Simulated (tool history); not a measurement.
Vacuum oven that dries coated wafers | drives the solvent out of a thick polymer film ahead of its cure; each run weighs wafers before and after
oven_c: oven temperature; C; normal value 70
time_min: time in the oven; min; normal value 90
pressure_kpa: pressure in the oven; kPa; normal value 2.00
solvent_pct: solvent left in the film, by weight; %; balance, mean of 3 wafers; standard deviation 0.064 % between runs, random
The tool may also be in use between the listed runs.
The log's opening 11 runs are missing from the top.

run,hour,oven_c,time_min,pressure_kpa,solvent_pct
12,292.5,70,90,2.00,4.94
13,312.6,70,90,2.00,4.97
14,340.7,70,90,2.00,4.95
15,373.6,56,90,2.00,10.53
16,396.0,56,55,2.00,11.78
# hour 407.9: oven's thermocouples calibrated
17,433.6,56,55,2.00,12.00
18,454.0,56,55,2.00,12.06
19,478.3,70,66,4.84,8.54
20,512.4,62,85,2.44,9.08
21,534.5,62,85,2.44,9.14
22,572.3,70,91,3.02,6.07
# hour 609.9: oven's thermocouples calibrated, once more
23,611.0,66,50,4.91,10.03
24,642.9,70,68,2.00,5.30
25,664.1,84,82,2.00,1.34

Run 26 is up next; what results do you expect?
26,690.2,58,82,2.00,?

Run 26 measured solvent_pct 9.42 %.
With the hidden condition absent and the run-to-run variation left alone, this run would have shown solvent_pct 8.96 %.
